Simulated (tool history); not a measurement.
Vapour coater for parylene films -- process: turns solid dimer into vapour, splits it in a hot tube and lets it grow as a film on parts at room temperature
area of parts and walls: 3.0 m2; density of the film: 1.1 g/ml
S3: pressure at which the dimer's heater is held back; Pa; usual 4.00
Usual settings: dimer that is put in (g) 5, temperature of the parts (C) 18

Run 1, hour 0.0: usual settings. Result: thickness of the film (nm) 800.
Run 2, hour 42.4: usual settings. Result: thickness of the film (nm) 780.
Run 3, hour 70.1: usual settings. Result: thickness of the film (nm) 790.
Run 4, hour 124.5: usual settings. Result: thickness of the film (nm) 780.
Run 5, hour 161.2: usual settings. Result: thickness of the film (nm) 790.
Run 6, hour 193.8: usual settings. Result: thickness of the film (nm) 790.
Run 7, hour 226.4: usual settings. Result: thickness of the film (nm) 770.
Run 8, hour 267.6: usual settings. Result: thickness of the film (nm) 790.
Run 9, hour 316.1: usual settings. Result: thickness of the film (nm) 750.
Run 10, hour 346.4: usual settings. Result: thickness of the film (nm) 770.
Run 11, hour 399.7: usual settings. Result: thickness of the film (nm) 760.
Run 12, hour 457.2: usual settings. Result: thickness of the film (nm) 730.
Run 13, hour 511.9: usual settings. Result: thickness of the film (nm) 750.
At hour 534.3: trap's valve overhauled.
Run 14, hour 558.8: usual settings. Result: thickness of the film (nm) 810.
At hour 569.4: table's thermometer calibrated.
Run 15, hour 591.1: usual settings. Result: thickness of the film (nm) 810.
Run 16, hour 616.7: usual settings. Result: thickness of the film (nm) 820.
Run 17, hour 665.1: usual settings. Result: thickness of the film (nm) 830.
Run 18, hour 701.4: usual settings but S3 6.18 Pa. Result: thickness of the film (nm) 790.
Run 19, hour 762.2: usual settings. Result: thickness of the film (nm) 810.
Run 20, hour 799.6: usual settings. Result: thickness of the film (nm) 810.
Run 21, hour 857.0: usual settings but temperature of the parts (C) 16. Result: thickness of the film (nm) 850.
Run 22, hour 910.0: usual settings but temperature of the parts (C) 16. Result: thickness of the film (nm) 830.
Run 23, hour 944.0: usual settings but temperature of the parts (C) 16. Result: thickness of the film (nm) 830.
Run 24, hour 995.3: usual settings but dimer that is put in (g) 3, temperature of the parts (C) 16. Result: thickness of the film (nm) 510.
Run 25, hour 1033.1: usual settings but dimer that is put in (g) 4, temperature of the parts (C) 28, S3 9.26 Pa. Result: thickness of the film (nm) 440.
Run 26, hour 1072.4: usual settings but dimer that is put in (g) 2, S3 2.37 Pa. Result: thickness of the film (nm) 330.
Run 27, hour 1105.9: usual settings but dimer that is put in (g) 2, S3 2.37 Pa. Result: thickness of the film (nm) 310.
Run 28, hour 1163.1: usual settings but dimer that is put in (g) 7, temperature of the parts (C) 11, S3 11.25 Pa. Result: thickness of the film (nm) 1250.
At hour 1190.1: trap's valve overhauled.
Run 29, hour 1208.9: usual settings but dimer that is put in (g) 7, temperature of the parts (C) 11, S3 11.25 Pa. Result: thickness of the film (nm) 1330.
Run 30, hour 1267.4: usual settings but dimer that is put in (g) 8, temperature of the parts (C) 17, S3 7.46 Pa. Result: thickness of the film (nm) 1280.
Run 31, hour 1299.9: usual settings but dimer that is put in (g) 8, temperature of the parts (C) 17, S3 7.46 Pa. Result: thickness of the film (nm) 1280.
Run 32, hour 1331.1: usual settings but dimer that is put in (g) 4, temperature of the parts (C) 21, S3 11.84 Pa. Result: thickness of the film (nm) 530.
Run 33, hour 1374.0: usual settings but dimer that is put in (g) 9, temperature of the parts (C) 13, S3 11.84 Pa. Result: thickness of the film (nm) 1570.
Run 34, hour 1431.3: usual settings but dimer that is put in (g) 9, temperature of the parts (C) 21, S3 8.10 Pa. Result: thickness of the film (nm) 1250.
Run 35, hour 1484.3: usual settings but dimer that is put in (g) 4, temperature of the parts (C) 21, S3 8.29 Pa. Result: thickness of the film (nm) 550.
Run 36, hour 1521.0: usual settings but temperature of the parts (C) 21, S3 8.29 Pa. Result: thickness of the film (nm) 680.
Run 37, hour 1552.5: usual settings but dimer that is put in (g) 3, temperature of the parts (C) 25, S3 3.47 Pa. Result: thickness of the film (nm) 380.
At hour 1563.7: table's thermometer calibrated.
Run 38, hour 1602.4: usual settings but dimer that is put in (g) 3, temperature of the parts (C) 25, S3 3.47 Pa. Result: thickness of the film (nm) 390.
Run 39, hour 1630.0: usual settings but temperature of the parts (C) 19, S3 3.92 Pa. Result: thickness of the film (nm) 780.
Run 40, hour 1688.5: usual settings but dimer that is put in (g) 3, temperature of the parts (C) 14. Result: thickness of the film (nm) 520.
Run 41, hour 1738.2: usual settings but temperature of the parts (C) 23. Result: thickness of the film (nm) 690.
Run 42, hour 1780.3: usual settings but dimer that is put in (g) 7, temperature of the parts (C) 15, S3 9.99 Pa. Result: thickness of the film (nm) 1130.
Run 43, hour 1818.8: usual settings but dimer that is put in (g) 2, S3 2.33 Pa. Result: thickness of the film (nm) 310.
At hour 1850.7: trap's valve overhauled.
Run 44, hour 1865.7: usual settings but dimer that is put in (g) 2, temperature of the parts (C) 13, S3 10.07 Pa. Result: thickness of the film (nm) 360.
Run 45, hour 1906.8: usual settings but dimer that is put in (g) 9. Result: thickness of the film (nm) 1460.
Run 46, hour 1949.6: usual settings but S3 4.71 Pa. Result: thickness of the film (nm) 790.

Predict each of these 3 candidate next runs independently; none follows another, all start after run 46:
Run A, hour 1974.8: usual settings but dimer that is put in (g) 4, S3 4.71 Pa. Result: thickness of the film (nm) ?.
Run B, hour 1974.8: usual settings but dimer that is put in (g) 3, temperature of the parts (C) 11, S3 4.62 Pa. Result: thickness of the film (nm) ?.
Run C, hour 1974.8: usual settings but temperature of the parts (C) 26, S3 4.71 Pa. Result: thickness of the film (nm) ?.

run  thickness of the film (nm)
  A                         650
  B                         610
  C                         630
What these runs would have given with no unlogged condition in the tool:
run  thickness of the film (nm)
  A                         660
  B                         620
  C                         640
